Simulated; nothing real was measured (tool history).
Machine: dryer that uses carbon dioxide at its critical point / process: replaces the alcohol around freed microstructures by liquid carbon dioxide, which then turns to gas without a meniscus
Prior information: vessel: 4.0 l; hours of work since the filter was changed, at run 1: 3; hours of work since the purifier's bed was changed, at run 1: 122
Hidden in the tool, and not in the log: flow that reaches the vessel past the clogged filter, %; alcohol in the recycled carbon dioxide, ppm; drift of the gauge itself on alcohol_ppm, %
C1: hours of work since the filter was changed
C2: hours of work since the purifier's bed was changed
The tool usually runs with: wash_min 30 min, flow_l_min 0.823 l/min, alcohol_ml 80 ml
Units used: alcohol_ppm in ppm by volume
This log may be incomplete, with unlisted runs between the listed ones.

run 1 hour=0.0 | wash_min=30 flow_l_min=0.823 alcohol_ml=80 | C1=3 C2=122 | alcohol_ppm=132
run 2 hour=12.0 | wash_min=30 flow_l_min=0.823 alcohol_ml=80 | C1=8 C2=127 | alcohol_ppm=127
run 3 hour=24.5 | wash_min=30 flow_l_min=0.823 alcohol_ml=80 | C1=14 C2=133 | alcohol_ppm=133
run 4 hour=33.8 | wash_min=30 flow_l_min=0.823 alcohol_ml=80 | C1=18 C2=137 | alcohol_ppm=130
run 5 hour=42.1 | wash_min=30 flow_l_min=0.823 alcohol_ml=80 | C1=22 C2=141 | alcohol_ppm=142
run 6 hour=52.2 | wash_min=30 flow_l_min=0.823 alcohol_ml=80 | C1=26 C2=145 | alcohol_ppm=139
run 7 hour=64.1 | wash_min=30 flow_l_min=0.823 alcohol_ml=80 | C1=31 C2=150 | alcohol_ppm=137
run 8 hour=73.4 | wash_min=30 flow_l_min=0.823 alcohol_ml=80 | C1=35 C2=154 | alcohol_ppm=138

What will run 9 give?
run 9 hour=80.2 | wash_min=30 flow_l_min=0.823 alcohol_ml=80 | C1=38 C2=157 | alcohol_ppm=?

Run 9 produced alcohol_ppm 149 ppm by volume.
Without the tool's hidden state the same run would have given alcohol_ppm 113 ppm by volume.
